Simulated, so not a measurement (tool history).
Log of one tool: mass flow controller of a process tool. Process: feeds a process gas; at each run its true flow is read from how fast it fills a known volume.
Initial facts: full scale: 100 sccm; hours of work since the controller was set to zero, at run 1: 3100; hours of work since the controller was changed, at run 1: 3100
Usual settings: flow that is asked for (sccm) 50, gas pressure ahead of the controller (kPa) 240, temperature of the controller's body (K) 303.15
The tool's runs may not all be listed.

run	day	flow that is asked for (sccm)	gas pressure ahead of the controller (kPa)	temperature of the controller's body (K)	hours of work since the controller was set to zero	hours of work since the controller was changed	true flow (%)
1	0.000	50	240	303.15	3100	3100	96.44
2	4.596	50	240	303.15	3169	3169	96.53
3	10.375	50	240	306.15	3255	3255	96.41
4	15.821	50	240	303.15	3336	3336	96.41
5	21.296	50	240	303.15	3418	3418	96.43
6	24.400	50	240	303.15	3464	3464	96.34
7	28.421	50	240	300.15	3524	3524	96.61
8	32.021	50	240	300.15	3577	3577	96.58
9	34.925	50	278	303.15	3621	3621	96.01
10	39.083	50	278	303.15	3683	3683	96.07
11	42.892	50	198	303.15	3739	3739	96.46
12	48.362	50	174	303.15	3821	3821	96.65
13	52.067	50	174	303.15	3876	3876	96.51
14	55.804	50	174	303.15	3932	3932	96.65
15	59.083	50	240	303.15	3981	3981	95.99
16	61.638	50	240	303.15	4019	4019	95.97
17	64.529	17	240	303.15	4062	4062	96.97

Predict the results of run 18:
# day 64.904: controller's zero set anew
18	67.521	18	267	295.15	39	4106	?

For run 18 the tool returned true flow (%) 98.25.
Minus the tool's unlogged condition, the same run would have read true flow (%) 97.24.

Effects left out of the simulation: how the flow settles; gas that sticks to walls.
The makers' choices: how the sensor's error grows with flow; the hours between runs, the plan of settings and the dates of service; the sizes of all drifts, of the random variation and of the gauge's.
